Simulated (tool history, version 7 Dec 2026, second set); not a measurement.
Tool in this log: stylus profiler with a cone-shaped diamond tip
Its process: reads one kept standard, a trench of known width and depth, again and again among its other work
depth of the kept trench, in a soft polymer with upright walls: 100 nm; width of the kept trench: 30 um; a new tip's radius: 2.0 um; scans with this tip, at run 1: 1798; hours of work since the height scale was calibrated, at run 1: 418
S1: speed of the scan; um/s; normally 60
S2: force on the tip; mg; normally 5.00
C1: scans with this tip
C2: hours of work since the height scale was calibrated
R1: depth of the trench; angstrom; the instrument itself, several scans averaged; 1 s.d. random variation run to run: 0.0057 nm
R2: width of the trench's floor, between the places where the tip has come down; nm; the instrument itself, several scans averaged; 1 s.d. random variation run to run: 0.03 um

run     day   S1     S2    C1   C2       R1     R2
  1   0.000   60   5.00  1798  418  1025.93  28270
  2   2.017   60   5.00  1891  440  1025.91  28300
  3   2.888   15   5.00  1931  449  1025.96  28490
  4   3.767   15   5.00  1972  458  1025.94  28440
  5   5.650   15   5.00  2059  479  1025.86  28450
  6   7.467   15   5.00  2143  498  1025.85  28450
      7.638  -- height scale calibrated on a step standard
  7   9.358   15   5.00  2229   18  1025.60  28480
  8  10.379   60   5.00  2277   29  1025.69  28250
  9  12.242  213   5.00  2363   49  1025.61  27690
 10  13.646   60   7.50  2428   65  1033.77  28320
 11  15.462   60   7.50  2512   84  1033.73  28270
     16.554  -- height scale calibrated on a step standard, once more
 12  16.554   28   3.28  2561    0  1020.46  28280
 13  18.258   28   3.28  2640   18  1020.36  28310
 14  19.479  218   1.81  2696   31  1013.84  27130
 15  20.754  218   5.84  2755   45  1029.83  27730
 16  22.000   18  11.73  2813   59  1047.42  28370
 17  23.471  153   3.28  2881   74  1020.38  27780
 18  25.496  187   5.10  2974   96  1027.34  27780
 19  26.708   34  14.20  3030  109  1053.84  28350
 20  28.300  187  14.33  3104  126  1054.24  27980

Each row is a separate what-if for the run after 20, all from the same tool condition, not one after another. Results?
  A  29.504  234   9.06  3160  139   ?   ?
  B  29.504   20   7.57  3160  139   ?   ?
  C  29.504  125  14.33  3160  139   ?   ?

run       R1     R2
  A  1039.91  27740
  B  1035.43  28330
  C  1054.12  28160
The same runs, with their run-to-run variation unchanged, on a tool lacking any hidden condition would have given:
run       R1     R2
  A  1039.73  28100
  B  1035.25  28690
  C  1053.94  28520
